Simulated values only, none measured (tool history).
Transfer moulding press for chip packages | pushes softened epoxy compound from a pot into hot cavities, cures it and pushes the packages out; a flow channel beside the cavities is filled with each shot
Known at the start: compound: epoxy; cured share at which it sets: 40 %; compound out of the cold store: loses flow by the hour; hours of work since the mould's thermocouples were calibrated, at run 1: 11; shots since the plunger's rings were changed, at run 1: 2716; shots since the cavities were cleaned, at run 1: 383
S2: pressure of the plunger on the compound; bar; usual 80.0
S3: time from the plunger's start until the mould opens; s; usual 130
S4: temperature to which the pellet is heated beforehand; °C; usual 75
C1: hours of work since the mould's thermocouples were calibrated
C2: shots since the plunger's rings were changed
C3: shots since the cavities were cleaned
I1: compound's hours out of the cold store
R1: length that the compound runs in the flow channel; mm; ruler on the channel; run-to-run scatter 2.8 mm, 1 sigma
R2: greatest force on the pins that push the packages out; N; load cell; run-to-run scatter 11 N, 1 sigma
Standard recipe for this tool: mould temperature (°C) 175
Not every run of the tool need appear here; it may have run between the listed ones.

Run 1, hour 0.0: usual settings; C1 11; C2 2716; C3 383; I1 21.4. Result: R1 525 mm, R2 498 N.
At hour 83.9: cavities cleaned with cleaning compound and waxed.
Run 2, hour 85.2: usual settings but S3 139 s; C1 52; C2 3291; C3 8; I1 47.8. Result: R1 452 mm, R2 434 N.
Run 3, hour 146.2: usual settings but S3 139 s; C1 82; C2 3711; C3 428; I1 14.5. Result: R1 548 mm, R2 484 N.
Run 4, hour 204.6: usual settings but S3 139 s; C1 111; C2 4113; C3 830; I1 15.3. Result: R1 546 mm, R2 487 N.
At hour 224.5: cavities cleaned with cleaning compound and waxed.
Run 5, hour 250.3: usual settings; C1 133; C2 4417; C3 178; I1 20.8. Result: R1 529 mm, R2 509 N.
Run 6, hour 340.0: usual settings; C1 177; C2 5034; C3 795; I1 11.8. Result: R1 558 mm, R2 520 N.
At hour 364.9: cavities cleaned with cleaning compound and waxed.
Run 7, hour 420.5: usual settings; C1 216; C2 5577; C3 382; I1 18.9. Result: R1 533 mm, R2 520 N.
Run 8, hour 465.6: usual settings; C1 238; C2 5887; C3 692; I1 44.8. Result: R1 456 mm, R2 482 N.
At hour 476.4: plunger's sealing rings changed.
At hour 506.0: cavities cleaned with cleaning compound and waxed.
Run 9, hour 506.0: usual settings but S2 75.0 bar; C1 256; C2 193; C3 0; I1 21.4. Result: R1 509 mm, R2 507 N.
Run 10, hour 591.8: usual settings but S2 75.0 bar; C1 298; C2 783; C3 590; I1 14.0. Result: R1 526 mm, R2 525 N.
At hour 646.3: cavities cleaned with cleaning compound and waxed.
Run 11, hour 666.5: usual settings but mould temperature (°C) 173, S2 68.9 bar, S3 158 s; C1 334; C2 1286; C3 139; I1 16.7. Result: R1 504 mm, R2 452 N.
Run 12, hour 731.8: usual settings but mould temperature (°C) 168; C1 367; C2 1735; C3 588; I1 16.5. Result: R1 560 mm, R2 819 N.
At hour 788.3: cavities cleaned with cleaning compound and waxed.
Run 13, hour 803.0: usual settings but S3 138 s; C1 401; C2 2215; C3 101; I1 36.4. Result: R1 478 mm, R2 462 N.

3 options for the next run, each taken on its own from the tool as it stands now. Forecast them:
Run A, hour 854.6: usual settings but S2 88.7 bar, S3 154 s, S4 72 °C; C1 426; C2 2570; C3 456; I1 14.6. Result: R1 ?, R2 ?.
Run B, hour 854.6: usual settings but mould temperature (°C) 176, S3 126 s, S4 81 °C; C1 426; C2 2570; C3 456; I1 46.0. Result: R1 ?, R2 ?.
Run C, hour 854.6: usual settings but mould temperature (°C) 181, S3 138 s; C1 426; C2 2570; C3 456; I1 16.4. Result: R1 ?, R2 ?.

run   R1   R2
  A  577  460
  B  453  494
  C  528  422
Without the tool's hidden state the same runs would have given:
run   R1   R2
  A  577  457
  B  453  491
  C  528  419

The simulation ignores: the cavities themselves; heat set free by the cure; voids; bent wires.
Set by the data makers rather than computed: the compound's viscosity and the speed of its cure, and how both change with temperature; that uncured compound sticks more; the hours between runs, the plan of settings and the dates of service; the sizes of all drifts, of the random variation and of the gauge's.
